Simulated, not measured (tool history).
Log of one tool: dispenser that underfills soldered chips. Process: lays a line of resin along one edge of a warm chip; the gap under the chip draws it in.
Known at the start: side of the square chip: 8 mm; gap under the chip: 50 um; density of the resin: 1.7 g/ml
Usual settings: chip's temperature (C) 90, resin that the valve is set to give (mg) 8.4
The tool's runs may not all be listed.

| run | hour | chip's temperature (C) | resin that the valve is set to give (mg) | time until the resin shows at the far edge (s) | resin that the valve gave (mg) |
|---|---|---|---|---|---|
| 1 | 0 | 90 | 8.4 | 74 | 8.23 |
|  | 4 | new syringe of resin |
|  | 11.8 | dispensing valve cleaned and set on the balance |
| 2 | 14.9 | 90 | 8.4 | 69 | 8.39 |
|  | 20.6 | new syringe of resin |
| 3 | 23.6 | 90 | 8.4 | 51.8 | 8.37 |
|  | 35.9 | new syringe of resin |
| 4 | 35.9 | 90 | 8.4 | 46.3 | 8.33 |
| 5 | 42.3 | 90 | 9.4 | 58.4 | 9.29 |
|  | 51.2 | new syringe of resin |
| 6 | 53.4 | 90 | 9.4 | 49.2 | 9.26 |
|  | 67.4 | new syringe of resin |
| 7 | 67.7 | 90 | 9.4 | 46 | 9.24 |
|  | 69.6 | dispensing valve cleaned and set on the balance |
| 8 | 83 | 90 | 9.4 | 84.5 | 9.37 |
|  | 84 | new syringe of resin |
| 9 | 93 | 90 | 9.4 | 65.5 | 9.37 |
|  | 100.2 | new syringe of resin |
| 10 | 102.8 | 87 | 8.4 | 56.6 | 8.31 |
| 11 | 115 | 97 | 10.48 | 67.2 | 10.36 |
|  | 116.5 | new syringe of resin |
| 12 | 121.6 | 90 | 8.02 | 57.6 | 7.9 |
|  | 127.3 | dispensing valve cleaned and set on the balance |
| 13 | 132.1 | 81 | 7.72 | 113.1 | 7.71 |
|  | 133.2 | new syringe of resin |
| 14 | 143.7 | 81 | 7.72 | 95.2 | 7.67 |
|  | 148.7 | new syringe of resin |
| 15 | 156.5 | 81 | 7.72 | 84.9 | 7.63 |
|  | 164 | new syringe of resin |
| 16 | 170.2 | 81 | 7.72 | 81.7 | 7.58 |
|  | 179.3 | new syringe of resin |
| 17 | 179.3 | 81 | 7.72 | 62 | 7.62 |
|  | 184.9 | dispensing valve cleaned and set on the balance |
| 18 | 186.3 | 92 | 7.72 | 56.2 | 7.68 |
| 19 | 192.3 | 92 | 9.28 | 69.1 | 9.24 |

The next listed run, before its measurement:
|  | 196.5 | new syringe of resin |
| 20 | 204.6 | 78 | 10.89 | ? | ? |

time until the resin shows at the far edge (s): 90.3
resin that the valve gave (mg): 10.78
Without the tool's hidden state the same run would have given time until the resin shows at the far edge (s) 69.3, resin that the valve gave (mg) 10.88.

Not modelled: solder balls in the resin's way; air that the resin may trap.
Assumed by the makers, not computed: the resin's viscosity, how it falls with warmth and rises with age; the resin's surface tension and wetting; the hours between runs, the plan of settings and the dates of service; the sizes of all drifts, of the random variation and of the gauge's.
